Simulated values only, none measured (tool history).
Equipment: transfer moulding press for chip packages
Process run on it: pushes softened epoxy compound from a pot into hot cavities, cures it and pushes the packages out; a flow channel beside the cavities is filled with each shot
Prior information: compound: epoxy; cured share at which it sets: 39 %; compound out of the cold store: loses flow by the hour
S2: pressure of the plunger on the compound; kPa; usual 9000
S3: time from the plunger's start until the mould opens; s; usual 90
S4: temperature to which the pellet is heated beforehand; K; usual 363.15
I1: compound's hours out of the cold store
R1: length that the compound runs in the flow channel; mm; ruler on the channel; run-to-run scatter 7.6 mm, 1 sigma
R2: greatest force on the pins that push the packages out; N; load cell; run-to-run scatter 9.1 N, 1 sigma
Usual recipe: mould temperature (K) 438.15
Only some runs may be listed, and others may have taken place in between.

{"run": 1, "hour": 0.0, "mould temperature (K)": 438.15, "S2": 9000, "S3": 90, "S4": 363.15, "I1": 8.5, "R1": 924, "R2": 408}
{"hour": 2.7, "done": "cavities cleaned with cleaning compound and waxed"}
{"run": 2, "hour": 10.9, "mould temperature (K)": 438.15, "S2": 9000, "S3": 90, "S4": 363.15, "I1": 13.4, "R1": 927, "R2": 412}
{"run": 3, "hour": 21.6, "mould temperature (K)": 438.15, "S2": 9000, "S3": 90, "S4": 363.15, "I1": 20.3, "R1": 886, "R2": 414}
{"run": 4, "hour": 33.1, "mould temperature (K)": 438.15, "S2": 7110, "S3": 90, "S4": 363.15, "I1": 42.6, "R1": 716, "R2": 404}
{"run": 5, "hour": 44.8, "mould temperature (K)": 438.15, "S2": 7110, "S3": 90, "S4": 363.15, "I1": 30.7, "R1": 765, "R2": 403}
{"run": 6, "hour": 55.7, "mould temperature (K)": 438.15, "S2": 7110, "S3": 90, "S4": 363.15, "I1": 28.1, "R1": 766, "R2": 425}
{"hour": 69.1, "done": "cavities cleaned with cleaning compound and waxed"}
{"run": 7, "hour": 75.2, "mould temperature (K)": 438.15, "S2": 7110, "S3": 90, "S4": 363.15, "I1": 29.3, "R1": 756, "R2": 408}
{"run": 8, "hour": 95.6, "mould temperature (K)": 438.15, "S2": 7110, "S3": 90, "S4": 363.15, "I1": 16.8, "R1": 799, "R2": 417}
{"run": 9, "hour": 105.6, "mould temperature (K)": 438.15, "S2": 9000, "S3": 90, "S4": 363.15, "I1": 27.6, "R1": 870, "R2": 408}
{"run": 10, "hour": 114.7, "mould temperature (K)": 438.15, "S2": 9000, "S3": 90, "S4": 363.15, "I1": 15.4, "R1": 907, "R2": 414}
{"run": 11, "hour": 125.7, "mould temperature (K)": 438.15, "S2": 9000, "S3": 90, "S4": 363.15, "I1": 17.0, "R1": 900, "R2": 405}
{"hour": 135.7, "done": "cavities cleaned with cleaning compound and waxed"}
{"run": 12, "hour": 138.0, "mould temperature (K)": 438.15, "S2": 9000, "S3": 90, "S4": 363.15, "I1": 31.3, "R1": 861, "R2": 408}
{"run": 13, "hour": 157.0, "mould temperature (K)": 438.15, "S2": 9000, "S3": 90, "S4": 354.15, "I1": 45.2, "R1": 794, "R2": 405}
{"run": 14, "hour": 166.2, "mould temperature (K)": 438.15, "S2": 9000, "S3": 90, "S4": 354.15, "I1": 23.0, "R1": 877, "R2": 420}
{"run": 15, "hour": 179.3, "mould temperature (K)": 438.15, "S2": 7750, "S3": 90, "S4": 363.15, "I1": 25.2, "R1": 805, "R2": 415}
{"run": 16, "hour": 188.5, "mould temperature (K)": 446.15, "S2": 7230, "S3": 115, "S4": 361.15, "I1": 47.9, "R1": 688, "R2": 382}
{"hour": 202.0, "done": "cavities cleaned with cleaning compound and waxed"}
{"run": 17, "hour": 207.8, "mould temperature (K)": 446.15, "S2": 7230, "S3": 115, "S4": 361.15, "I1": 36.9, "R1": 720, "R2": 357}
{"run": 18, "hour": 228.1, "mould temperature (K)": 438.15, "S2": 10260, "S3": 90, "S4": 363.15, "I1": 26.5, "R1": 922, "R2": 420}
{"run": 19, "hour": 247.5, "mould temperature (K)": 431.15, "S2": 8360, "S3": 90, "S4": 363.15, "I1": 36.6, "R1": 811, "R2": 581}
{"hour": 258.4, "done": "plunger's sealing rings changed"}
{"hour": 270.9, "done": "cavities cleaned with cleaning compound and waxed"}
{"run": 20, "hour": 270.9, "mould temperature (K)": 437.15, "S2": 8360, "S3": 96, "S4": 363.15, "I1": 42.7, "R1": 781, "R2": 385}
{"run": 21, "hour": 288.0, "mould temperature (K)": 436.15, "S2": 10890, "S3": 82, "S4": 373.15, "I1": 33.0, "R1": 922, "R2": 489}
{"run": 22, "hour": 299.0, "mould temperature (K)": 438.15, "S2": 9000, "S3": 90, "S4": 356.15, "I1": 43.3, "R1": 803, "R2": 419}
{"run": 23, "hour": 314.7, "mould temperature (K)": 441.15, "S2": 7920, "S3": 90, "S4": 366.15, "I1": 31.9, "R1": 782, "R2": 382}
{"run": 24, "hour": 325.0, "mould temperature (K)": 438.15, "S2": 10250, "S3": 90, "S4": 361.15, "I1": 17.0, "R1": 958, "R2": 425}
{"hour": 337.6, "done": "cavities cleaned with cleaning compound and waxed"}
{"run": 25, "hour": 338.0, "mould temperature (K)": 438.15, "S2": 9000, "S3": 97, "S4": 363.15, "I1": 12.3, "R1": 910, "R2": 395}
{"run": 26, "hour": 347.6, "mould temperature (K)": 438.15, "S2": 9000, "S3": 97, "S4": 363.15, "I1": 21.7, "R1": 879, "R2": 383}
{"run": 27, "hour": 361.6, "mould temperature (K)": 438.15, "S2": 7860, "S3": 90, "S4": 371.15, "I1": 23.4, "R1": 812, "R2": 415}

What if the next run were any one of these 5? Each begins from the tool's condition after run 27:
{"run": "A", "hour": 378.4, "mould temperature (K)": 432.15, "S2": 9000, "S3": 90, "S4": 362.15, "I1": 17.5, "R1": "?", "R2": "?"}
{"run": "B", "hour": 378.4, "mould temperature (K)": 438.15, "S2": 9720, "S3": 90, "S4": 371.15, "I1": 28.9, "R1": "?", "R2": "?"}
{"run": "C", "hour": 378.4, "mould temperature (K)": 438.15, "S2": 8120, "S3": 90, "S4": 371.15, "I1": 8.5, "R1": "?", "R2": "?"}
{"run": "D", "hour": 378.4, "mould temperature (K)": 434.15, "S2": 7900, "S3": 90, "S4": 371.15, "I1": 25.4, "R1": "?", "R2": "?"}
{"run": "E", "hour": 378.4, "mould temperature (K)": 433.15, "S2": 9000, "S3": 71, "S4": 363.15, "I1": 17.0, "R1": "?", "R2": "?"}

run=A R1=914 R2=551
run=B R1=885 R2=393
run=C R1=877 R2=412
run=D R1=822 R2=477
run=E R1=920 R2=864
Had the tool no hidden state, the same runs would have come out as:
run=A R1=914 R2=544
run=B R1=886 R2=389
run=C R1=878 R2=407
run=D R1=823 R2=472
run=E R1=921 R2=854
